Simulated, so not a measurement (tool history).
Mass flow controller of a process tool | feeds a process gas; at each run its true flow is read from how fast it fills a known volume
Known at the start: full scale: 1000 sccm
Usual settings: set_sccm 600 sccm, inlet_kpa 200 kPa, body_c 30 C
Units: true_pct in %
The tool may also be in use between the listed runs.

run 1 day=0.000 | set_sccm=600 inlet_kpa=200 body_c=30 | true_pct=99.77
run 2 day=7.638 | set_sccm=104 inlet_kpa=200 body_c=30 | true_pct=99.28
run 3 day=19.846 | set_sccm=104 inlet_kpa=200 body_c=30 | true_pct=99.27
run 4 day=35.962 | set_sccm=837 inlet_kpa=200 body_c=30 | true_pct=100.24
run 5 day=44.883 | set_sccm=837 inlet_kpa=200 body_c=30 | true_pct=100.22
run 6 day=61.121 | set_sccm=600 inlet_kpa=200 body_c=30 | true_pct=100.02
run 7 day=73.317 | set_sccm=600 inlet_kpa=200 body_c=36 | true_pct=100.45
run 8 day=88.383 | set_sccm=600 inlet_kpa=200 body_c=30 | true_pct=100.19
run 9 day=99.150 | set_sccm=600 inlet_kpa=183 body_c=30 | true_pct=100.25
run 10 day=107.796 | set_sccm=600 inlet_kpa=183 body_c=30 | true_pct=100.24
run 11 day=121.721 | set_sccm=600 inlet_kpa=200 body_c=30 | true_pct=100.20
run 12 day=130.342 | set_sccm=178 inlet_kpa=200 body_c=30 | true_pct=99.82
run 13 day=142.454 | set_sccm=600 inlet_kpa=202 body_c=30 | true_pct=100.30
run 14 day=152.462 | set_sccm=600 inlet_kpa=202 body_c=30 | true_pct=100.32
run 15 day=163.012 | set_sccm=783 inlet_kpa=263 body_c=20 | true_pct=100.04
run 16 day=179.000 | set_sccm=783 inlet_kpa=263 body_c=20 | true_pct=100.22
run 17 day=194.100 | set_sccm=466 inlet_kpa=157 body_c=23 | true_pct=99.89
run 18 day=206.379 | set_sccm=724 inlet_kpa=149 body_c=23 | true_pct=100.38
run 19 day=215.867 | set_sccm=386 inlet_kpa=171 body_c=22 | true_pct=99.80
run 20 day=230.325 | set_sccm=296 inlet_kpa=209 body_c=22 | true_pct=99.85
run 21 day=243.204 | set_sccm=314 inlet_kpa=256 body_c=34 | true_pct=100.53
run 22 day=252.733 | set_sccm=600 inlet_kpa=200 body_c=28 | true_pct=100.69
run 23 day=263.183 | set_sccm=210 inlet_kpa=238 body_c=23 | true_pct=99.70
run 24 day=280.142 | set_sccm=546 inlet_kpa=148 body_c=30 | true_pct=100.83
run 25 day=290.946 | set_sccm=546 inlet_kpa=148 body_c=30 | true_pct=100.84
run 26 day=302.362 | set_sccm=600 inlet_kpa=220 body_c=31 | true_pct=100.95
run 27 day=309.758 | set_sccm=600 inlet_kpa=232 body_c=39 | true_pct=101.54
-- day=313.662 gauge calibrated
run 28 day=319.575 | set_sccm=261 inlet_kpa=245 body_c=39 | true_pct=99.86

Forecast each of these 3 alternatives for the next run:
run A day=326.612 | set_sccm=203 inlet_kpa=245 body_c=22 | true_pct=?
run B day=326.612 | set_sccm=657 inlet_kpa=163 body_c=30 | true_pct=?
run C day=326.612 | set_sccm=600 inlet_kpa=162 body_c=36 | true_pct=?

run=A true_pct=98.76
run=B true_pct=99.95
run=C true_pct=100.36
Without the tool's hidden state the same runs would have given:
run=A true_pct=98.69
run=B true_pct=99.89
run=C true_pct=100.30
